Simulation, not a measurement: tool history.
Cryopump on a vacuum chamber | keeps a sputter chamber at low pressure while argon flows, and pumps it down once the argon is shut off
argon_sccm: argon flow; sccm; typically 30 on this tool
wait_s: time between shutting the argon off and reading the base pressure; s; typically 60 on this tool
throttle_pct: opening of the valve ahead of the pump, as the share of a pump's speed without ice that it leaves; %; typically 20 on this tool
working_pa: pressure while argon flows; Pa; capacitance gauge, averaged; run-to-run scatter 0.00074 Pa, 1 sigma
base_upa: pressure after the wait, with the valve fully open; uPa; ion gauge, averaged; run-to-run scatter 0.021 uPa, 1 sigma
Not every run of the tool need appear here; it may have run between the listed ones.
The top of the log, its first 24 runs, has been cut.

{"run": 25, "hour": 1098.1, "argon_sccm": 25, "wait_s": 181, "throttle_pct": 33, "working_pa": 0.0763, "base_upa": 0.4}
{"run": 26, "hour": 1139.7, "argon_sccm": 30, "wait_s": 61, "throttle_pct": 38, "working_pa": 0.0808, "base_upa": 0.64}
{"run": 27, "hour": 1171.2, "argon_sccm": 14, "wait_s": 33, "throttle_pct": 45, "working_pa": 0.0332, "base_upa": 0.89}
{"run": 28, "hour": 1208.4, "argon_sccm": 30, "wait_s": 25, "throttle_pct": 54, "working_pa": 0.0601, "base_upa": 1.11}
{"run": 29, "hour": 1245.5, "argon_sccm": 13, "wait_s": 60, "throttle_pct": 42, "working_pa": 0.0323, "base_upa": 0.64}
{"run": 30, "hour": 1287.5, "argon_sccm": 13, "wait_s": 66, "throttle_pct": 20, "working_pa": 0.0646, "base_upa": 0.65}
{"run": 31, "hour": 1324.9, "argon_sccm": 18, "wait_s": 21, "throttle_pct": 19, "working_pa": 0.0938, "base_upa": 1.27}
{"run": 32, "hour": 1370.0, "argon_sccm": 18, "wait_s": 21, "throttle_pct": 19, "working_pa": 0.0936, "base_upa": 1.28}
{"run": 33, "hour": 1409.9, "argon_sccm": 18, "wait_s": 21, "throttle_pct": 19, "working_pa": 0.0928, "base_upa": 1.26}

5 options for the next run, each taken on its own from the tool as it stands now. Forecast them:
{"run": "A", "hour": 1447.5, "argon_sccm": 14, "wait_s": 41, "throttle_pct": 24, "working_pa": "?", "base_upa": "?"}
{"run": "B", "hour": 1447.5, "argon_sccm": 56, "wait_s": 207, "throttle_pct": 19, "working_pa": "?", "base_upa": "?"}
{"run": "C", "hour": 1447.5, "argon_sccm": 28, "wait_s": 60, "throttle_pct": 20, "working_pa": "?", "base_upa": "?"}
{"run": "D", "hour": 1447.5, "argon_sccm": 14, "wait_s": 34, "throttle_pct": 25, "working_pa": "?", "base_upa": "?"}
{"run": "E", "hour": 1447.5, "argon_sccm": 20, "wait_s": 74, "throttle_pct": 49, "working_pa": "?", "base_upa": "?"}

run=A working_pa=0.0598 base_upa=0.87
run=B working_pa=0.293 base_upa=0.52
run=C working_pa=0.1399 base_upa=0.73
run=D working_pa=0.0573 base_upa=1
run=E working_pa=0.046 base_upa=0.69
Stripped of hidden state, with their random variation kept, the same runs would have yielded:
run=A working_pa=0.0536 base_upa=0.59
run=B working_pa=0.2683 base_upa=0.23
run=C working_pa=0.1276 base_upa=0.45
run=D working_pa=0.0511 base_upa=0.71
run=E working_pa=0.0372 base_upa=0.42
